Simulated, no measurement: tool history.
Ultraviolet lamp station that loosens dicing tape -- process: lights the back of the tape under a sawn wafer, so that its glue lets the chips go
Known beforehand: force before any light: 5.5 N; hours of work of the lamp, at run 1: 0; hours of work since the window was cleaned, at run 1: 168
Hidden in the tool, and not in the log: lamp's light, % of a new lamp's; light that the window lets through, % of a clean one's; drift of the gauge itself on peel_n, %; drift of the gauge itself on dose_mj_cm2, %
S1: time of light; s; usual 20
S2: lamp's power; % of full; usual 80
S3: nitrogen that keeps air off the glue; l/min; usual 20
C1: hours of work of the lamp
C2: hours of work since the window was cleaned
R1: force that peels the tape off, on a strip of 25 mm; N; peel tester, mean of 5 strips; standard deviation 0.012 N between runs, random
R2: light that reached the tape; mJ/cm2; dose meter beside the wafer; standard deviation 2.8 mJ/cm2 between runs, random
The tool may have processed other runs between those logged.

Run 1, hour 0: usual settings; C1 0; C2 168. Result: R1 0.597 N, R2 358 mJ/cm2.
Run 2, hour 80.2: usual settings; C1 47; C2 215. Result: R1 0.614 N, R2 344 mJ/cm2.
Run 3, hour 179.4: usual settings; C1 105; C2 273. Result: R1 0.706 N, R2 327 mJ/cm2.
Run 4, hour 241.9: usual settings; C1 142; C2 310. Result: R1 0.734 N, R2 317 mJ/cm2.
Run 5, hour 295.4: usual settings; C1 173; C2 341. Result: R1 0.769 N, R2 307 mJ/cm2.
Run 6, hour 387.1: usual settings but S3 12 l/min; C1 226; C2 395. Result: R1 1.088 N, R2 287 mJ/cm2.
Run 7, hour 480.7: usual settings; C1 281; C2 450. Result: R1 0.932 N, R2 273 mJ/cm2.
Run 8, hour 539: usual settings; C1 315; C2 484. Result: R1 1.026 N, R2 262 mJ/cm2.
Run 9, hour 594.1: usual settings; C1 348; C2 516. Result: R1 1.014 N, R2 250 mJ/cm2.
Run 10, hour 652.6: usual settings but S2 84 % of full; C1 382; C2 550. Result: R1 1.022 N, R2 252 mJ/cm2.
At hour 703.9: window cleaned of glue's vapour.
Run 11, hour 720.4: usual settings but S2 84 % of full; C1 421; C2 10. Result: R1 0.907 N, R2 275 mJ/cm2.
Run 12, hour 815.2: usual settings but S2 84 % of full; C1 477; C2 65. Result: R1 1.003 N, R2 258 mJ/cm2.
Run 13, hour 881.6: usual settings but S3 16 l/min; C1 515; C2 104. Result: R1 1.234 N, R2 230 mJ/cm2.
Run 14, hour 967.1: usual settings but S3 16 l/min; C1 565; C2 154. Result: R1 1.361 N, R2 217 mJ/cm2.
Run 15, hour 1051.4: usual settings; C1 615; C2 203. Result: R1 1.362 N, R2 200 mJ/cm2.
At hour 1076.9: lamp changed.
Run 16, hour 1096.3: usual settings; C1 11; C2 229. Result: R1 0.605 N, R2 355 mJ/cm2.
Run 17, hour 1151.1: usual settings but S2 99 % of full; C1 43; C2 261. Result: R1 0.44 N, R2 431 mJ/cm2.
Run 18, hour 1250.3: usual settings but S2 85 % of full; C1 101; C2 319. Result: R1 0.612 N, R2 349 mJ/cm2.
Run 19, hour 1293.7: usual settings but S1 35 s, S2 85 % of full; C1 127; C2 344. Result: R1 0.288 N, R2 590 mJ/cm2.
Run 20, hour 1346.3: usual settings but S1 35 s, S2 85 % of full; C1 158; C2 375. Result: R1 0.301 N, R2 576 mJ/cm2.
Run 21, hour 1417.1: usual settings but S1 35 s, S2 85 % of full; C1 199; C2 417. Result: R1 0.333 N, R2 557 mJ/cm2.
Run 22, hour 1478.8: usual settings but S1 35 s, S2 85 % of full; C1 235; C2 453. Result: R1 0.335 N, R2 530 mJ/cm2.
Run 23, hour 1538: usual settings but S1 37 s, S2 72 % of full; C1 270; C2 487. Result: R1 0.397 N, R2 456 mJ/cm2.
Run 24, hour 1590.6: usual settings but S1 38 s, S2 70 % of full, S3 12 l/min; C1 301; C2 518. Result: R1 0.562 N, R2 445 mJ/cm2.
Run 25, hour 1668.4: usual settings but S1 38 s, S2 70 % of full, S3 12 l/min; C1 346; C2 564. Result: R1 0.596 N, R2 418 mJ/cm2.
At hour 1691.4: window cleaned of glue's vapour.
Run 26, hour 1755.8: usual settings but S2 72 % of full, S3 31 l/min; C1 397; C2 38. Result: R1 0.867 N, R2 246 mJ/cm2.
Run 27, hour 1816.6: usual settings but S2 72 % of full, S3 31 l/min; C1 432; C2 73. Result: R1 0.97 N, R2 231 mJ/cm2.
Run 28, hour 1861.7: usual settings but S1 23 s, S2 63 % of full, S3 8 l/min; C1 459; C2 100. Result: R1 1.759 N, R2 224 mJ/cm2.
Run 29, hour 1925.9: usual settings but S1 23 s, S2 63 % of full, S3 8 l/min; C1 496; C2 137. Result: R1 1.898 N, R2 215 mJ/cm2.
Run 30, hour 2022: usual settings but S1 36 s, S2 64 % of full, S3 14 l/min; C1 553; C2 193. Result: R1 0.823 N, R2 317 mJ/cm2.
Run 31, hour 2125.7: usual settings but S1 14 s, S3 11 l/min; C1 613; C2 254. Result: R1 2.507 N, R2 142 mJ/cm2.
At hour 2150.2: lamp changed.
Run 32, hour 2197.4: usual settings but S1 14 s, S2 63 % of full, S3 11 l/min; C1 28; C2 295. Result: R1 1.902 N, R2 186 mJ/cm2.
Run 33, hour 2282.8: usual settings but S1 18 s, S2 61 % of full, S3 16 l/min; C1 78; C2 345. Result: R1 1.374 N, R2 222 mJ/cm2.
Run 34, hour 2357.3: usual settings but S1 12 s, S2 61 % of full, S3 16 l/min; C1 121; C2 389. Result: R1 2.067 N, R2 140 mJ/cm2.
Run 35, hour 2459: usual settings but S1 12 s, S2 61 % of full, S3 16 l/min; C1 181; C2 448. Result: R1 2.268 N, R2 135 mJ/cm2.
Run 36, hour 2542: usual settings but S1 31 s, S3 19 l/min; C1 229; C2 497. Result: R1 0.439 N, R2 432 mJ/cm2.
Run 37, hour 2609.6: usual settings but S1 31 s, S3 19 l/min; C1 269; C2 537. Result: R1 0.496 N, R2 412 mJ/cm2.
At hour 2680.2: window cleaned of glue's vapour.
Run 38, hour 2683.3: usual settings but S1 31 s, S3 19 l/min; C1 312; C2 2. Result: R1 0.428 N, R2 449 mJ/cm2.
Run 39, hour 2755.8: usual settings but S3 13 l/min; C1 354; C2 44. Result: R1 1.076 N, R2 279 mJ/cm2.
Run 40, hour 2846.5: usual settings but S2 85 % of full, S3 19 l/min; C1 407; C2 97. Result: R1 0.932 N, R2 272 mJ/cm2.
Run 41, hour 2893.3: usual settings but S1 13 s, S2 85 % of full, S3 23 l/min; C1 434; C2 125. Result: R1 1.566 N, R2 169 mJ/cm2.
Run 42, hour 2983.5: usual settings but S1 37 s, S2 89 % of full, S3 23 l/min; C1 487; C2 177. Result: R1 0.339 N, R2 479 mJ/cm2.
Run 43, hour 3050.7: usual settings but S2 62 % of full; C1 527; C2 217. Result: R1 1.661 N, R2 174 mJ/cm2.
Run 44, hour 3121.9: usual settings but S1 39 s; C1 568; C2 258. Result: R1 0.474 N, R2 405 mJ/cm2.

3 options for the next run, each taken on its own from the tool as it stands now. Forecast them:
Run A, hour 3209.7: usual settings but S1 14 s, S3 7 l/min; C1 620; C2 310. Result: R1 ?, R2 ?.
Run B, hour 3209.7: usual settings but S2 73 % of full; C1 620; C2 310. Result: R1 ?, R2 ?.
Run C, hour 3209.7: usual settings but S1 13 s, S3 23 l/min; C1 620; C2 310. Result: R1 ?, R2 ?.

run     R1   R2
  A  2.716  138
  B  1.614  180
  C   2.08  123
Stripped of hidden state, with their random variation kept, the same runs would have yielded:
run     R1   R2
  A  1.502  266
  B  0.629  347
  C  0.949  241
